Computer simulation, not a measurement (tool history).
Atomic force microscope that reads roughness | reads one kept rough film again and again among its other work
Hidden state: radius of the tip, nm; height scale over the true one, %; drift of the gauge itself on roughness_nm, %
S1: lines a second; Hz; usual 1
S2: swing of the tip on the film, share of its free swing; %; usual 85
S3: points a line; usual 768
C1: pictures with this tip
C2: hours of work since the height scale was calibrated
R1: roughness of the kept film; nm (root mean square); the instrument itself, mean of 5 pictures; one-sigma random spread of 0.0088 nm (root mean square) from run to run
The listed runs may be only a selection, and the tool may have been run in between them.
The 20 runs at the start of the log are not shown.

{"hour": 574.1, "done": "new tip fitted"}
{"run": 21, "hour": 574.1, "S1": 3.62, "S2": 85, "S3": 288, "C1": 0, "C2": 425, "R1": 1.725}
{"run": 22, "hour": 616.0, "S1": 3.62, "S2": 85, "S3": 288, "C1": 84, "C2": 449, "R1": 1.677}
{"run": 23, "hour": 636.5, "S1": 3.62, "S2": 57, "S3": 651, "C1": 125, "C2": 461, "R1": 1.91}
{"run": 24, "hour": 673.6, "S1": 3.62, "S2": 57, "S3": 651, "C1": 200, "C2": 483, "R1": 1.881}
{"hour": 690.2, "done": "new tip fitted"}
{"run": 25, "hour": 693.6, "S1": 3.62, "S2": 57, "S3": 288, "C1": 7, "C2": 495, "R1": 1.98}
{"run": 26, "hour": 733.6, "S1": 1.35, "S2": 82, "S3": 288, "C1": 87, "C2": 518, "R1": 1.893}
{"run": 27, "hour": 768.1, "S1": 1.35, "S2": 82, "S3": 288, "C1": 157, "C2": 538, "R1": 1.836}
{"run": 28, "hour": 789.6, "S1": 1.35, "S2": 82, "S3": 288, "C1": 200, "C2": 551, "R1": 1.81}
{"hour": 807.6, "done": "new tip fitted"}
{"run": 29, "hour": 820.2, "S1": 1, "S2": 62, "S3": 768, "C1": 25, "C2": 569, "R1": 2.016}
{"run": 30, "hour": 850.9, "S1": 1, "S2": 62, "S3": 768, "C1": 87, "C2": 587, "R1": 1.979}
{"run": 31, "hour": 871.5, "S1": 1.39, "S2": 58, "S3": 768, "C1": 128, "C2": 599, "R1": 1.932}
{"run": 32, "hour": 905.0, "S1": 1.39, "S2": 58, "S3": 768, "C1": 196, "C2": 619, "R1": 1.904}
{"hour": 923.6, "done": "new tip fitted"}
{"run": 33, "hour": 929.0, "S1": 1.78, "S2": 58, "S3": 371, "C1": 11, "C2": 632, "R1": 2.006}
{"run": 34, "hour": 950.1, "S1": 0.91, "S2": 60, "S3": 476, "C1": 53, "C2": 645, "R1": 1.988}
{"run": 35, "hour": 976.1, "S1": 0.7, "S2": 64, "S3": 471, "C1": 105, "C2": 660, "R1": 1.97}
{"run": 36, "hour": 1003.7, "S1": 0.7, "S2": 64, "S3": 471, "C1": 161, "C2": 676, "R1": 1.927}
{"run": 37, "hour": 1024.8, "S1": 1.19, "S2": 55, "S3": 277, "C1": 203, "C2": 689, "R1": 1.905}

Expected results for the next run?
{"hour": 1038.9, "done": "new tip fitted"}
{"run": 38, "hour": 1066.6, "S1": 1.16, "S2": 71, "S3": 787, "C1": 55, "C2": 713, "R1": "?"}

{"run 38": {"R1": 1.962}}
Had the tool carried no hidden state, the very same run would have given R1 2.016 nm (root mean square).
